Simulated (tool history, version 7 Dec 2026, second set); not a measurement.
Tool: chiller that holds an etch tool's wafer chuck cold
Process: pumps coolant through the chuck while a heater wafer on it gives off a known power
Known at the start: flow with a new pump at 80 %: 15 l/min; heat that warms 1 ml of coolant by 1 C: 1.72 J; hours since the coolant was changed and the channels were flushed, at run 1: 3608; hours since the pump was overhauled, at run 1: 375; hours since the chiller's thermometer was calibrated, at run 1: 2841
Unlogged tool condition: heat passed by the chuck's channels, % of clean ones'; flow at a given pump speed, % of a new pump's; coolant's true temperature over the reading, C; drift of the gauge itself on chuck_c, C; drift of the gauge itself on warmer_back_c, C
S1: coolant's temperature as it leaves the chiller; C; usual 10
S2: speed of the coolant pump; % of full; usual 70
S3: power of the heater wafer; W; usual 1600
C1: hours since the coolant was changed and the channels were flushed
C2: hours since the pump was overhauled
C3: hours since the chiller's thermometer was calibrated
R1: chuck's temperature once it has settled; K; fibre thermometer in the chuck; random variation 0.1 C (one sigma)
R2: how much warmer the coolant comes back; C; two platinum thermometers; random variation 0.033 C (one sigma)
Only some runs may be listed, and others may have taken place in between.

| run | hour | S1 | S2 | S3 | C1 | C2 | C3 | R1 | R2 |
|---|---|---|---|---|---|---|---|---|---|
| 1 | 0.0 | 10 | 70 | 1600 | 3608 | 375 | 2841 | 294.25 | 4.31 |
| 2 | 51.5 | 10 | 70 | 1600 | 3660 | 426 | 2892 | 294.45 | 4.28 |
| 3 | 86.6 | 10 | 70 | 1600 | 3695 | 461 | 2927 | 294.45 | 4.27 |
| 4 | 114.4 | 10 | 70 | 1600 | 3723 | 489 | 2955 | 294.45 | 4.27 |
| 5 | 157.1 | 10 | 70 | 1600 | 3765 | 532 | 2998 | 294.25 | 4.24 |
| 6 | 210.2 | 10 | 70 | 1600 | 3818 | 585 | 3051 | 294.55 | 4.25 |
| 7 | 275.0 | 10 | 70 | 1600 | 3883 | 650 | 3116 | 294.45 | 4.25 |
|  | 297.1 | coolant changed, channels flushed |
| 8 | 336.6 | 10 | 70 | 1675 | 39 | 705 | 3171 | 294.65 | 4.42 |
| 9 | 401.1 | 10 | 70 | 923 | 104 | 770 | 3236 | 289.65 | 2.42 |
| 10 | 436.5 | 10 | 70 | 923 | 139 | 805 | 3271 | 289.55 | 2.43 |
| 11 | 466.6 | 10 | 70 | 923 | 169 | 835 | 3301 | 289.55 | 2.34 |
| 12 | 503.3 | 10 | 70 | 2329 | 206 | 872 | 3338 | 299.45 | 6.21 |
| 13 | 559.1 | 10 | 90 | 2329 | 262 | 928 | 3394 | 296.85 | 4.68 |
| 14 | 605.6 | 10 | 90 | 2329 | 308 | 974 | 3440 | 296.85 | 4.69 |
| 15 | 662.7 | 10 | 70 | 880 | 366 | 1031 | 3498 | 289.45 | 2.33 |

Estimate the outcome of run 16 from the log above:
| 16 | 706.5 | 10 | 70 | 880 | 409 | 1075 | 3541 | ? | ? |

Run 16 measured R1 289.45 K, R2 2.28 C.
Minus the tool's unlogged condition, the same run would have read R1 289.45 K, R2 2.37 C.
